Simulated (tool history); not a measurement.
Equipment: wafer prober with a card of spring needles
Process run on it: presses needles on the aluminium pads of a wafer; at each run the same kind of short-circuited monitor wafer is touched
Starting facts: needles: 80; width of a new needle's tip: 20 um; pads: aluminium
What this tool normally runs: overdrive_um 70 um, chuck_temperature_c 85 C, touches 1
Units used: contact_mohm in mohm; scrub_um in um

run   hour  overdrive_um  chuck_temperature_c  touches  contact_mohm  scrub_um
  1      0            70                   85        1           247     15.47
       4.5  -- tips cleaned on abrasive film
  2   12.6            53                   85        1           264     11.77
  3   26.3            53                   85        1           309     11.76
      37.1  -- tips cleaned on abrasive film
  4   37.3            53                   85        1           169     11.68
  5   52.9            53                   85        1           298     11.76
  6   65.7            53                   85        1           312     11.69
      70.6  -- tips cleaned on abrasive film
  7   84.4            53                   85        1           290      11.7
  8   94.6            53                   85        1           306     11.75
       103  -- tips cleaned on abrasive film
  9  115.4            53                   85        1           296      11.7
 10  130.3            53                   85        1           308     11.65
     136.6  -- tips cleaned on abrasive film
 11  146.1            53                   85        1           275     11.62
 12    162            73                   85        1           240     16.08
     169.7  -- tips cleaned on abrasive film
 13  174.2            73                   85        1           198     16.04
 14  187.4            70                   85        1           247      15.4
 15  198.6            70                   57        1           246     15.44
     202.1  -- tips cleaned on abrasive film
 16    216            70                   57        1           238     15.36
 17  230.6            70                   85        1           249     15.49
     234.7  -- tips cleaned on abrasive film
 18  239.4            70                   85        1           206     15.36
 19  248.1            83                   51        1           214     18.23
     267.2  -- tips cleaned on abrasive film
 20    268            70                   85        2           161      15.3
 21  286.8            70                   85        2           206     15.39
 22    296            82                  109        3           184     18.02
     300.4  -- tips cleaned on abrasive film
 23  313.6            53                   99        2           239     11.58
     333.2  -- tips cleaned on abrasive film
 24  333.4            89                   76        2           152     19.47
 25  353.5            56                   32        1           301     12.29
     365.7  -- tips cleaned on abrasive film
 26  370.3            53                   33        1           240     11.55
       389  -- height of the first contact set anew
 27  389.4            53                   33        1           316      11.7
     399.2  -- tips cleaned on abrasive film
 28    402            53                   33        1           216     11.67
 29  417.3            70                   85        2           206     15.51
 30  426.9            70                   85        2           210      15.5
     432.3  -- tips cleaned on abrasive film
 31    445            77                   85        2           194     17.05
 32    461            70                   56        2           209     15.49
     466.1  -- tips cleaned on abrasive film
 33  472.9            70                   56        2           187     15.48

Forecast each of these 4 alternatives for the next run:
  A  489.8            64                   45        1             ?         ?
  B  489.8            70                   85        2             ?         ?
  C  489.8            56                   68        1             ?         ?
  D  489.8            70                   94        1             ?         ?

run  contact_mohm  scrub_um
  A           270     14.22
  B           208     15.46
  C           295     12.39
  D           248      15.5
Stripped of hidden state, with their random variation kept, the same runs would have yielded:
run  contact_mohm  scrub_um
  A           148     14.27
  B           149     15.52
  C           148     12.44
  D           152     15.55

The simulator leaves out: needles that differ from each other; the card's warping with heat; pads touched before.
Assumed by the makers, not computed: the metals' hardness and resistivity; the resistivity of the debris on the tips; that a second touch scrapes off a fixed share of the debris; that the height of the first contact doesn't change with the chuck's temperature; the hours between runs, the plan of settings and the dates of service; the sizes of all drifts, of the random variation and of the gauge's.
